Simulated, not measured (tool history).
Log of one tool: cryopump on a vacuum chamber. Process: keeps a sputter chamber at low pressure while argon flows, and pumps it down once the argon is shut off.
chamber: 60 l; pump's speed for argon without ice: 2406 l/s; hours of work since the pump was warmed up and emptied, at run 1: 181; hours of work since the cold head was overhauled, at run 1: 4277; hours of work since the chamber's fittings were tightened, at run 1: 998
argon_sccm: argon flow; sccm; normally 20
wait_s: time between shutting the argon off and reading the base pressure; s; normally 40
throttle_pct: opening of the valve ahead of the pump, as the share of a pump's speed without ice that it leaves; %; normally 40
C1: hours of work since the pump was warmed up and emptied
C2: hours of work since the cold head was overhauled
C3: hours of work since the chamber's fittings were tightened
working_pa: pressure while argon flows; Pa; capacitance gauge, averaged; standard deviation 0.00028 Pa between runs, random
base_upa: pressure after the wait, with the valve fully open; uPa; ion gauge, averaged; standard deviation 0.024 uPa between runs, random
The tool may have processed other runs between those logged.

Run 1, hour 0.0: usual settings; C1 181; C2 4277; C3 998. Result: working_pa 0.0359 Pa, base_upa 1.52 uPa.
Run 2, hour 91.9: usual settings; C1 263; C2 4359; C3 1080. Result: working_pa 0.0364 Pa, base_upa 1.68 uPa.
Run 3, hour 157.4: usual settings; C1 321; C2 4417; C3 1138. Result: working_pa 0.0364 Pa, base_upa 1.63 uPa.
Run 4, hour 208.4: usual settings; C1 367; C2 4462; C3 1183. Result: working_pa 0.0368 Pa, base_upa 1.66 uPa.
At hour 296.6: leaking fittings of the chamber tightened, without venting.
Run 5, hour 296.6: usual settings; C1 443; C2 4539; C3 0. Result: working_pa 0.0369 Pa, base_upa 0.96 uPa.
Run 6, hour 409.6: usual settings; C1 543; C2 4639; C3 100. Result: working_pa 0.0370 Pa, base_upa 1.03 uPa.
Run 7, hour 491.9: usual settings; C1 617; C2 4712; C3 173. Result: working_pa 0.0375 Pa, base_upa 1.05 uPa.
Run 8, hour 577.8: usual settings; C1 693; C2 4789; C3 250. Result: working_pa 0.0377 Pa, base_upa 1.13 uPa.
Run 9, hour 669.8: usual settings; C1 775; C2 4871; C3 331. Result: working_pa 0.0380 Pa, base_upa 1.16 uPa.
Run 10, hour 778.6: usual settings; C1 871; C2 4967; C3 428. Result: working_pa 0.0383 Pa, base_upa 1.21 uPa.
Run 11, hour 833.9: usual settings; C1 920; C2 5016; C3 477. Result: working_pa 0.0384 Pa, base_upa 1.29 uPa.
Run 12, hour 894.5: usual settings but throttle_pct 15 %; C1 974; C2 5070; C3 531. Result: working_pa 0.0966 Pa, base_upa 1.37 uPa.
At hour 909.3: pump warmed up, emptied and cooled again.
Run 13, hour 996.6: usual settings but argon_sccm 12 sccm, wait_s 185 s; C1 78; C2 5156; C3 617. Result: working_pa 0.0219 Pa, base_upa 0.70 uPa.
Run 14, hour 1098.3: usual settings but argon_sccm 13 sccm, wait_s 169 s; C1 168; C2 5247; C3 708. Result: working_pa 0.0235 Pa, base_upa 0.74 uPa.
Run 15, hour 1179.5: usual settings but argon_sccm 37 sccm, wait_s 193 s, throttle_pct 27 %; C1 240; C2 5319; C3 780. Result: working_pa 0.0982 Pa, base_upa 0.80 uPa.
Run 16, hour 1243.0: usual settings but argon_sccm 12 sccm, wait_s 106 s, throttle_pct 56 %; C1 296; C2 5375; C3 836. Result: working_pa 0.0152 Pa, base_upa 0.96 uPa.
Run 17, hour 1362.9: usual settings but argon_sccm 12 sccm, wait_s 106 s, throttle_pct 56 %; C1 403; C2 5482; C3 943. Result: working_pa 0.0161 Pa, base_upa 1.02 uPa.

What if the next run were any one of these 4? Each begins from the tool's condition after run 17:
Run A, hour 1428.6: usual settings but argon_sccm 11 sccm, wait_s 64 s, throttle_pct 33 %; C1 461; C2 5540; C3 1001. Result: working_pa ?, base_upa ?.
Run B, hour 1428.6: usual settings but argon_sccm 19 sccm, wait_s 89 s; C1 461; C2 5540; C3 1001. Result: working_pa ?, base_upa ?.
Run C, hour 1428.6: usual settings but argon_sccm 12 sccm, wait_s 106 s, throttle_pct 18 %; C1 461; C2 5540; C3 1001. Result: working_pa ?, base_upa ?.
Run D, hour 1428.6: usual settings but argon_sccm 12 sccm, wait_s 106 s, throttle_pct 18 %; C1 461; C2 5540; C3 1001. Result: working_pa ?, base_upa ?.

run  working_pa  base_upa
  A      0.0243      1.30
  B      0.0350      1.12
  C      0.0477      1.08
  D      0.0479      1.12
The same runs, with their run-to-run variation unchanged, on a tool lacking any hidden condition would have given:
run  working_pa  base_upa
  A      0.0233      0.62
  B      0.0332      0.46
  C      0.0466      0.40
  D      0.0468      0.45
